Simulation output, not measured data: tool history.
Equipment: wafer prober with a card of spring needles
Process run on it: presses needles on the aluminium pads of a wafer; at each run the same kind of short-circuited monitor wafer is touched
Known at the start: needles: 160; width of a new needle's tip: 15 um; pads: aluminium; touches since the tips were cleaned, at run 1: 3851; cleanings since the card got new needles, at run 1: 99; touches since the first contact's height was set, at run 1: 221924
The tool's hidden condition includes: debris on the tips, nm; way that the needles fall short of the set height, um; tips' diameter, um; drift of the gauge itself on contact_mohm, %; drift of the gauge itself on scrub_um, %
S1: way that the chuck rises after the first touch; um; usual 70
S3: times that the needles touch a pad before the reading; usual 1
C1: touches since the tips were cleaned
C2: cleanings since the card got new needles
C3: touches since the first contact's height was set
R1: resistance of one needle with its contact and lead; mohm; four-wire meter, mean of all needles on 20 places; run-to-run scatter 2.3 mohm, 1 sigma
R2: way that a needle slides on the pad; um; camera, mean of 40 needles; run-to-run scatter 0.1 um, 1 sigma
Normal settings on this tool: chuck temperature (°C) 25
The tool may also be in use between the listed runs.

{"run": 1, "hour": 0.0, "S1": 70, "chuck temperature (°C)": 25, "S3": 1, "C1": 3851, "C2": 99, "C3": 221924, "R1": 331, "R2": 7.96}
{"hour": 1.4, "done": "tips cleaned on abrasive film"}
{"hour": 12.0, "done": "tips cleaned on abrasive film"}
{"run": 2, "hour": 16.1, "S1": 70, "chuck temperature (°C)": 25, "S3": 1, "C1": 1970, "C2": 101, "C3": 229575, "R1": 329, "R2": 7.84}
{"hour": 21.7, "done": "tips cleaned on abrasive film"}
{"hour": 30.6, "done": "tips cleaned on abrasive film"}
{"hour": 39.9, "done": "tips cleaned on abrasive film"}
{"run": 3, "hour": 39.9, "S1": 70, "chuck temperature (°C)": 25, "S3": 2, "C1": 0, "C2": 104, "C3": 240832, "R1": 273, "R2": 7.88}
{"hour": 43.2, "done": "height of the first contact set anew"}
{"hour": 49.4, "done": "tips cleaned on abrasive film"}
{"hour": 59.9, "done": "tips cleaned on abrasive film"}
{"run": 4, "hour": 65.7, "S1": 70, "chuck temperature (°C)": 25, "S3": 1, "C1": 2788, "C2": 106, "C3": 10714, "R1": 330, "R2": 7.89}
{"hour": 68.9, "done": "tips cleaned on abrasive film"}
{"hour": 79.6, "done": "tips cleaned on abrasive film"}
{"run": 5, "hour": 83.8, "S1": 70, "chuck temperature (°C)": 25, "S3": 1, "C1": 1997, "C2": 108, "C3": 19326, "R1": 325, "R2": 7.73}
{"hour": 89.2, "done": "tips cleaned on abrasive film"}
{"run": 6, "hour": 95.1, "S1": 70, "chuck temperature (°C)": 25, "S3": 1, "C1": 2852, "C2": 109, "C3": 24723, "R1": 333, "R2": 7.72}
{"hour": 98.1, "done": "tips cleaned on abrasive film"}
{"hour": 107.0, "done": "tips cleaned on abrasive film"}
{"hour": 117.6, "done": "tips cleaned on abrasive film"}
{"run": 7, "hour": 119.6, "S1": 79, "chuck temperature (°C)": 25, "S3": 1, "C1": 940, "C2": 112, "C3": 36310, "R1": 301, "R2": 8.64}
{"hour": 126.8, "done": "tips cleaned on abrasive film"}
{"hour": 136.1, "done": "tips cleaned on abrasive film"}
{"run": 8, "hour": 137.3, "S1": 79, "chuck temperature (°C)": 25, "S3": 1, "C1": 578, "C2": 114, "C3": 44751, "R1": 293, "R2": 8.63}
{"hour": 145.0, "done": "tips cleaned on abrasive film"}
{"hour": 154.0, "done": "tips cleaned on abrasive film"}
{"run": 9, "hour": 157.0, "S1": 70, "chuck temperature (°C)": 25, "S3": 1, "C1": 1464, "C2": 116, "C3": 54125, "R1": 311, "R2": 7.4}
{"hour": 161.6, "done": "height of the first contact set anew, once more"}
{"hour": 163.7, "done": "tips cleaned on abrasive film"}
{"hour": 172.6, "done": "tips cleaned on abrasive film"}
{"run": 10, "hour": 173.2, "S1": 70, "chuck temperature (°C)": 25, "S3": 1, "C1": 290, "C2": 118, "C3": 5440, "R1": 284, "R2": 8.27}
{"hour": 181.3, "done": "tips cleaned on abrasive film"}
{"hour": 191.1, "done": "tips cleaned on abrasive film"}
{"run": 11, "hour": 194.7, "S1": 70, "chuck temperature (°C)": 48, "S3": 1, "C1": 1742, "C2": 120, "C3": 15707, "R1": 316, "R2": 8.32}
{"hour": 200.2, "done": "tips cleaned on abrasive film"}
{"hour": 210.1, "done": "tips cleaned on abrasive film"}
{"run": 12, "hour": 216.9, "S1": 70, "chuck temperature (°C)": 48, "S3": 1, "C1": 3293, "C2": 122, "C3": 26259, "R1": 333, "R2": 8.5}
{"hour": 219.2, "done": "tips cleaned on abrasive film"}
{"hour": 229.5, "done": "tips cleaned on abrasive film"}
{"hour": 238.9, "done": "tips cleaned on abrasive film"}
{"run": 13, "hour": 239.3, "S1": 70, "chuck temperature (°C)": 25, "S3": 2, "C1": 194, "C2": 125, "C3": 36874, "R1": 273, "R2": 8.24}
{"hour": 248.9, "done": "tips cleaned on abrasive film"}
{"run": 14, "hour": 254.2, "S1": 70, "chuck temperature (°C)": 25, "S3": 2, "C1": 2550, "C2": 126, "C3": 43997, "R1": 300, "R2": 8.39}

Run 15 has not been measured yet. What should we expect?
{"hour": 258.0, "done": "tips cleaned on abrasive film"}
{"run": 15, "hour": 265.2, "S1": 70, "chuck temperature (°C)": 25, "S3": 2, "C1": 3438, "C2": 127, "C3": 49200, "R1": "?", "R2": "?"}

{"run 15": {"R1": 306, "R2": 8.19}}
Minus the tool's unlogged condition, the same run would have read R1 266 mohm, R2 8.32 um.
